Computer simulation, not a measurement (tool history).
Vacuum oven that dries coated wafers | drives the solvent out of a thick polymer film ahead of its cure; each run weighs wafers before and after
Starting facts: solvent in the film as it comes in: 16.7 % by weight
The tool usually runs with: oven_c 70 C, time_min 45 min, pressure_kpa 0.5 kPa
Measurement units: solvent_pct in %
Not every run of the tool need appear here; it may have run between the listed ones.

run     day  oven_c  time_min  pressure_kpa  solvent_pct
  1       0      70        45           0.5            1
  2   0.729      70        45           0.5            1
  3   1.438      70        45           0.5         0.94
  4   2.308      70        45           0.5         0.98
  5   3.604      70        45           0.5         0.96
  6     4.9      70        45           0.5            1
      5.842  -- oven's thermocouples calibrated
  7    6.15      70        45           0.5         0.78
        6.3  -- vacuum gauge cleaned of residue and calibrated
  8   7.154      70        45           0.5         0.83
  9   7.988      57        52           0.5         3.72
 10   8.933      57        52           0.5         3.73
 11     9.5      83        52           0.5         0.28
      10.25  -- vacuum gauge cleaned of residue and calibrated, once more
 12  10.879      77        28           0.5         0.64
 13  12.088      77        31         1.309         0.83
 14  13.008      67        75         0.333         0.39
 15  14.196      65        59         0.333         0.85
 16  15.379      68        42         0.451         1.19

Some steps in solvent_pct between neighbouring runs. How much of each would the tool show without its hidden state too (settings, what came in, random variation), and how much is left for the hidden state, with any gauge scatter that isn't in both results?
The hidden state here: true wafer temperature over the reading, C; true pressure over the reading, kPa; drift of the gauge itself on solvent_pct, %.
Run 6 -> 7: oven's thermocouples calibrated. solvent_pct -0.22 %: hidden state -0.2, all else -0.02.
Run 10 -> 11: oven_c 57 -> 83. solvent_pct -3.45 %: hidden state -0.11, all else -3.34.
